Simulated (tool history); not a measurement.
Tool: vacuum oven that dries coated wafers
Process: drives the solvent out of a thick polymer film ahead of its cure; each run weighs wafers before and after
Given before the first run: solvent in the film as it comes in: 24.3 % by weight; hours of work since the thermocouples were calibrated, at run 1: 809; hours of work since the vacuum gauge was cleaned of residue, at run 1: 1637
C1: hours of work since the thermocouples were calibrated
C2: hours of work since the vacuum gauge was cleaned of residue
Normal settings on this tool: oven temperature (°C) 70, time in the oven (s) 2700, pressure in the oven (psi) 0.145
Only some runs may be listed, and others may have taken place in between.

run 1 hour=0.0 | oven_temperature_(°C)=70 time_in_the_oven_(s)=2700 pressure_in_the_oven_(psi)=0.145 | C1=809 C2=1637 | solvent_left_in_the_film_(%)=2.88
run 2 hour=37.9 | oven_temperature_(°C)=84 time_in_the_oven_(s)=2700 pressure_in_the_oven_(psi)=0.145 | C1=832 C2=1660 | solvent_left_in_the_film_(%)=0.43
run 3 hour=70.4 | oven_temperature_(°C)=70 time_in_the_oven_(s)=2700 pressure_in_the_oven_(psi)=0.145 | C1=852 C2=1680 | solvent_left_in_the_film_(%)=2.73
run 4 hour=146.1 | oven_temperature_(°C)=70 time_in_the_oven_(s)=2700 pressure_in_the_oven_(psi)=0.145 | C1=899 C2=1727 | solvent_left_in_the_film_(%)=2.83
run 5 hour=195.0 | oven_temperature_(°C)=70 time_in_the_oven_(s)=2700 pressure_in_the_oven_(psi)=0.145 | C1=929 C2=1757 | solvent_left_in_the_film_(%)=2.75
run 6 hour=261.4 | oven_temperature_(°C)=70 time_in_the_oven_(s)=2700 pressure_in_the_oven_(psi)=0.145 | C1=970 C2=1798 | solvent_left_in_the_film_(%)=2.72
run 7 hour=307.1 | oven_temperature_(°C)=70 time_in_the_oven_(s)=2700 pressure_in_the_oven_(psi)=0.145 | C1=998 C2=1826 | solvent_left_in_the_film_(%)=2.76
run 8 hour=379.1 | oven_temperature_(°C)=70 time_in_the_oven_(s)=2700 pressure_in_the_oven_(psi)=0.145 | C1=1042 C2=1871 | solvent_left_in_the_film_(%)=2.73
run 9 hour=454.9 | oven_temperature_(°C)=70 time_in_the_oven_(s)=2700 pressure_in_the_oven_(psi)=0.106 | C1=1089 C2=1917 | solvent_left_in_the_film_(%)=2.68
run 10 hour=491.0 | oven_temperature_(°C)=70 time_in_the_oven_(s)=2520 pressure_in_the_oven_(psi)=0.386 | C1=1111 C2=1939 | solvent_left_in_the_film_(%)=4.13
run 11 hour=532.4 | oven_temperature_(°C)=70 time_in_the_oven_(s)=2520 pressure_in_the_oven_(psi)=0.386 | C1=1137 C2=1965 | solvent_left_in_the_film_(%)=4.04
run 12 hour=596.2 | oven_temperature_(°C)=58 time_in_the_oven_(s)=3180 pressure_in_the_oven_(psi)=0.145 | C1=1176 C2=2004 | solvent_left_in_the_film_(%)=8.42
run 13 hour=670.0 | oven_temperature_(°C)=58 time_in_the_oven_(s)=1320 pressure_in_the_oven_(psi)=0.100 | C1=1222 C2=2050 | solvent_left_in_the_film_(%)=13.80
run 14 hour=731.6 | oven_temperature_(°C)=70 time_in_the_oven_(s)=1440 pressure_in_the_oven_(psi)=0.141 | C1=1260 C2=2088 | solvent_left_in_the_film_(%)=6.46

Predict each of these 4 candidate next runs independently; none follows another, all start after run 14:
run A hour=775.0 | oven_temperature_(°C)=60 time_in_the_oven_(s)=1440 pressure_in_the_oven_(psi)=0.141 | C1=1286 C2=2114 | solvent_left_in_the_film_(%)=?
run B hour=775.0 | oven_temperature_(°C)=78 time_in_the_oven_(s)=1560 pressure_in_the_oven_(psi)=0.345 | C1=1286 C2=2114 | solvent_left_in_the_film_(%)=?
run C hour=775.0 | oven_temperature_(°C)=61 time_in_the_oven_(s)=3180 pressure_in_the_oven_(psi)=0.547 | C1=1286 C2=2114 | solvent_left_in_the_film_(%)=?
run D hour=775.0 | oven_temperature_(°C)=70 time_in_the_oven_(s)=1980 pressure_in_the_oven_(psi)=0.141 | C1=1286 C2=2114 | solvent_left_in_the_film_(%)=?

run=A solvent_left_in_the_film_(%)=12.15
run=B solvent_left_in_the_film_(%)=2.75
run=C solvent_left_in_the_film_(%)=8.43
run=D solvent_left_in_the_film_(%)=4.45
Had the tool no hidden state, the same runs would have come out as:
run=A solvent_left_in_the_film_(%)=12.18
run=B solvent_left_in_the_film_(%)=2.77
run=C solvent_left_in_the_film_(%)=8.46
run=D solvent_left_in_the_film_(%)=4.47
